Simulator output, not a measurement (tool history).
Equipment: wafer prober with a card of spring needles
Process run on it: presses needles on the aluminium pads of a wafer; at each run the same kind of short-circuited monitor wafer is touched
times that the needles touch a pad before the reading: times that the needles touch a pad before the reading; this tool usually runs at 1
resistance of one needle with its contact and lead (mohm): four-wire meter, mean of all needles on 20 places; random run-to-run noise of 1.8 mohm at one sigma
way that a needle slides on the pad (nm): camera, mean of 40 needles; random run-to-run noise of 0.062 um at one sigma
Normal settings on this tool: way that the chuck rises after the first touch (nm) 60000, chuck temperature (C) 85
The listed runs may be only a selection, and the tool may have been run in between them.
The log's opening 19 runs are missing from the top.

run,day,way that the chuck rises after the first touch (nm),chuck temperature (C),times that the needles touch a pad before the reading,resistance of one needle with its contact and lead (mohm),way that a needle slides on the pad (nm)
20,7.979,66000,54,1,449,14690
# day 8.192: tips cleaned on abrasive film
21,8.558,66000,54,1,410,14710
# day 9: tips cleaned on abrasive film
22,9.021,63000,39,1,238,13950
23,9.425,76000,41,2,290,17030
# day 9.796: tips cleaned on abrasive film
24,9.854,68000,29,2,217,15120
25,10.262,60000,32,1,497,13220
# day 10.608: tips cleaned on abrasive film
26,10.608,60000,27,1,213,13260
27,10.979,52000,27,2,408,11430
# day 11.408: tips cleaned on abrasive film
28,11.592,52000,27,2,337,11320
29,11.854,48000,93,2,459,10550
# day 12.242: tips cleaned on abrasive film
30,12.25,60000,38,1,210,13310
31,12.771,60000,38,1,509,13280
# day 13.05: tips cleaned on abrasive film
32,13.254,66000,38,2,284,14510
33,13.562,58000,85,1,520,12790

Below are 5 alternative next runs, each starting from the tool's condition after run 33. Predict each:
# day 13.875: tips cleaned on abrasive film
A,14.075,60000,72,1,?,?
# day 13.875: tips cleaned on abrasive film
B,14.075,60000,39,3,?,?
# day 13.875: tips cleaned on abrasive film
C,14.075,43000,26,3,?,?
# day 13.875: tips cleaned on abrasive film
D,14.075,51000,28,1,?,?
# day 13.875: tips cleaned on abrasive film
E,14.075,42000,85,1,?,?

run,resistance of one needle with its contact and lead (mohm),way that a needle slides on the pad (nm)
A,373,13090
B,252,13250
C,327,9380
D,458,11160
E,574,9130
Without the tool's unlogged condition, the same runs would have read:
run,resistance of one needle with its contact and lead (mohm),way that a needle slides on the pad (nm)
A,185,13570
B,179,13740
C,186,9860
D,182,11640
E,204,9610
